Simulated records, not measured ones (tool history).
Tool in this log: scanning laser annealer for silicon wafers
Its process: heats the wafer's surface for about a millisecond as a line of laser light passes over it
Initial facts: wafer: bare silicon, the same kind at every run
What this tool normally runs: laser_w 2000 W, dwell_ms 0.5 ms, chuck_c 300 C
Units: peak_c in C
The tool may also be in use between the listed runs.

run    hour  laser_w  dwell_ms  chuck_c  peak_c
  1       0     2000       0.5      300    1110
  2    33.6     2000       0.5      300    1113
  3    99.5     2000     0.358      300     987
      113.8  -- window over the wafer cleaned
  4   170.4     2192       0.5      300    1212
  5   238.5     2192       0.5      300    1209
  6   275.1     2000       0.5      300    1121
  7   316.1     2000     0.385      300    1017
      374.1  -- optics aligned, line set to its width
  8   389.3     2000       0.5      300    1130
  9     445     2000       0.5      300    1124
 10   518.4     2000       0.5      300    1123
 11   554.8     2000       0.5      300    1124
 12     613     2000       0.5      300    1118
 13   651.5     2000     0.598      300    1193
 14   683.7     2000     0.598      300    1191
 15   738.8     2000     0.535      300    1142
 16   771.9     2000     0.535      263    1104
 17   833.4     2000       0.5      300    1114
 18   870.5     2000       0.5      300    1111
 19   916.8     1979       0.5      300    1098
 20   962.2     2000     0.564      300    1156
 21    1001     2000       0.5      300    1102
     1025.9  -- window over the wafer cleaned
 22  1072.5     2072     0.519      300    1174
 23  1116.1     2072     0.519      300    1174
 24  1189.9     1762     0.437      302     970
     1196.5  -- laser's power meter calibrated
 25  1270.1     1902     0.397      262     952
 26  1336.8     1871     0.397      312     983
 27  1377.9     2132     0.576      312    1246
 28  1412.5     2035       0.5      338    1164
     1465.3  -- optics aligned, line set to its width
 29  1485.4     1834     0.576      338    1134
     1550.1  -- laser's power meter calibrated, once more
 30  1552.7     1834     0.576      338    1143
 31  1608.9     1702     0.369      338     929
 32  1662.8     1702     0.369      338     929
 33  1695.6     1825     0.369      308     940
 34  1735.5     1825     0.369      308     941
 35  1791.2     2000     0.592      276    1163
 36  1840.4     2078     0.596      274    1197
 37    1905     2152     0.598      289    1254
       1950  -- window over the wafer cleaned
 38  1972.1     2152      0.54      289    1231
 39  2014.8     1769     0.445      317    1002
 40  2083.7     2170     0.578      335    1316
 41  2153.9     2000     0.585      294    1189

Measured less the same run without the tool's hidden state. The same run-to-run variation is in both; the gauge's scatter may not be:
Hidden conditions of the tool in this case: light that passes the window, % of a clean one's; laser's true power over the reading, %; width of the line over the set one, %; drift of the gauge itself on peak_c, C.
run  peak_c
  1     -30
  2     -31
  3     -29
  4     -18
  5     -21
  6     -20
  7     -19
  8     -14
  9     -16
 10     -19
 11     -20
 12     -23
 13     -27
 14     -27
 15     -28
 16     -30
 17     -31
 18     -32
 19     -34
 20     -38
 21     -37
 22     -18
 23     -19
 24     -18
 25     -22
 26     -24
 27     -34
 28     -32
 29     -23
 30     -17
 31     -14
 32     -16
 33     -18
 34     -18
 35     -28
 36     -32
 37     -36
 38      -7
 39      -6
 40     -12
 41     -14
